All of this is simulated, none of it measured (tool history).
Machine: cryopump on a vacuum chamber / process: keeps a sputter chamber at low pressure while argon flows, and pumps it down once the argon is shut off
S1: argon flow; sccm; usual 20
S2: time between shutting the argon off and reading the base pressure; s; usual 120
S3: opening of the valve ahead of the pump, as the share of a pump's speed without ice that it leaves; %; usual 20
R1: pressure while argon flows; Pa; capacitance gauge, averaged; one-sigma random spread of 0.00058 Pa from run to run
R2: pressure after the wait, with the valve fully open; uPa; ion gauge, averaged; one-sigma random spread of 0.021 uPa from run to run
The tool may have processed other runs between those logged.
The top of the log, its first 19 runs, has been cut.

{"run": 20, "hour": 330.8, "S1": 20, "S2": 49, "S3": 26, "R1": 0.0578, "R2": 0.95}
{"run": 21, "hour": 345.3, "S1": 20, "S2": 242, "S3": 20, "R1": 0.0731, "R2": 0.37}
{"run": 22, "hour": 364.2, "S1": 26, "S2": 136, "S3": 25, "R1": 0.0778, "R2": 0.49}
{"run": 23, "hour": 376.9, "S1": 26, "S2": 136, "S3": 25, "R1": 0.0777, "R2": 0.48}
{"run": 24, "hour": 397.7, "S1": 20, "S2": 207, "S3": 20, "R1": 0.0748, "R2": 0.4}
{"run": 25, "hour": 412.4, "S1": 9, "S2": 44, "S3": 24, "R1": 0.0284, "R2": 1.08}
{"run": 26, "hour": 435.1, "S1": 9, "S2": 44, "S3": 24, "R1": 0.0291, "R2": 1.11}
{"run": 27, "hour": 447.7, "S1": 9, "S2": 44, "S3": 24, "R1": 0.0286, "R2": 1.1}
{"run": 28, "hour": 463.9, "S1": 9, "S2": 44, "S3": 24, "R1": 0.0287, "R2": 1.1}
{"run": 29, "hour": 482.5, "S1": 9, "S2": 44, "S3": 24, "R1": 0.0285, "R2": 1.06}
{"run": 30, "hour": 495.1, "S1": 20, "S2": 222, "S3": 20, "R1": 0.0758, "R2": 0.47}
{"run": 31, "hour": 517.6, "S1": 20, "S2": 222, "S3": 22, "R1": 0.0702, "R2": 0.48}
{"run": 32, "hour": 528.2, "S1": 20, "S2": 120, "S3": 28, "R1": 0.0555, "R2": 0.58}
{"run": 33, "hour": 544.9, "S1": 20, "S2": 120, "S3": 28, "R1": 0.0561, "R2": 0.63}
{"run": 34, "hour": 557.7, "S1": 20, "S2": 120, "S3": 28, "R1": 0.0567, "R2": 0.63}
{"run": 35, "hour": 575.2, "S1": 20, "S2": 120, "S3": 28, "R1": 0.0568, "R2": 0.65}

3 options for the next run, each taken on its own from the tool as it stands now. Forecast them:
{"run": "A", "hour": 587.8, "S1": 20, "S2": 120, "S3": 38, "R1": "?", "R2": "?"}
{"run": "B", "hour": 587.8, "S1": 13, "S2": 120, "S3": 28, "R1": "?", "R2": "?"}
{"run": "C", "hour": 587.8, "S1": 19, "S2": 243, "S3": 19, "R1": "?", "R2": "?"}

run=A R1=0.0429 R2=0.61
run=B R1=0.0366 R2=0.64
run=C R1=0.0775 R2=0.48
The same runs, with their run-to-run variation unchanged, on a tool lacking any hidden condition would have given:
run=A R1=0.0384 R2=0.41
run=B R1=0.0337 R2=0.44
run=C R1=0.0732 R2=0.28
